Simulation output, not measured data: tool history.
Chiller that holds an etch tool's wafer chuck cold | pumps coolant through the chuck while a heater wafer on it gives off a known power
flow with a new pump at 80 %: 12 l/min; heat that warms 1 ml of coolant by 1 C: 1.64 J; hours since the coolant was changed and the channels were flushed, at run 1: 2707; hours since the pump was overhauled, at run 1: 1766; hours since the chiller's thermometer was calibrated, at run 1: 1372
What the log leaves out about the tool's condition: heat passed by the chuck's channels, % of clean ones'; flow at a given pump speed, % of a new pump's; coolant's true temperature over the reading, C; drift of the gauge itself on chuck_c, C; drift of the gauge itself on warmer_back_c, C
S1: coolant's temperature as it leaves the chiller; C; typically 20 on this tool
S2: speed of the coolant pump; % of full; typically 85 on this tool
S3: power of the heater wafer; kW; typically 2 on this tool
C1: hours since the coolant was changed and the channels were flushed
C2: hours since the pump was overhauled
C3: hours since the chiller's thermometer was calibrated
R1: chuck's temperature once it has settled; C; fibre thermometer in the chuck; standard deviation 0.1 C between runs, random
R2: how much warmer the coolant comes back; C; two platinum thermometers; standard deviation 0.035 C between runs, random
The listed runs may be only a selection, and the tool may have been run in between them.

run	hour	S1	S2	S3	C1	C2	C3	R1	R2
1	0	20	85	2	2707	1766	1372	46.8	6.11
2	26.8	20	85	2	2733	1793	1399	46.7	6.11
3	57.3	12	85	2	2764	1823	1429	38.8	6.1
4	88.9	12	85	2	2796	1855	1461	38.8	6.1
5	121.6	12	85	2	2828	1888	1494	39	6.09
# hour 125.4: chiller's thermometer calibrated
6	154.1	13	62	2.191	2860	1919	29	49.4	9.64
7	187.4	19	71	2.104	2893	1953	62	50.9	7.89
8	215.1	24	98	1.892	2921	1980	90	47.2	4.89
9	231.4	13	68	1.892	2937	1997	106	42.5	7.49
# hour 246: chiller's thermometer calibrated, once more
10	247.2	13	68	1.892	2952	2011	1	43	7.51

Each row is a separate what-if for the run after 10, all from the same tool condition, not one after another. Results?
A	278.1	13	77	1.892	2983	2042	32	?	?
B	278.1	13	73	1.892	2983	2042	32	?	?
C	278.1	26	85	1.236	2983	2042	32	?	?
D	278.1	20	85	1.304	2983	2042	32	?	?
E	278.1	23	63	1.041	2983	2042	32	?	?

run	R1	R2
A	40.7	6.55
B	41.7	6.94
C	42.9	3.83
D	37.8	4.07
E	40.5	4.49
Stripped of hidden state, with their random variation kept, the same runs would have yielded:
run	R1	R2
A	37.5	6.04
B	38.4	6.4
C	40.9	3.54
D	35.8	3.76
E	38.5	4.14

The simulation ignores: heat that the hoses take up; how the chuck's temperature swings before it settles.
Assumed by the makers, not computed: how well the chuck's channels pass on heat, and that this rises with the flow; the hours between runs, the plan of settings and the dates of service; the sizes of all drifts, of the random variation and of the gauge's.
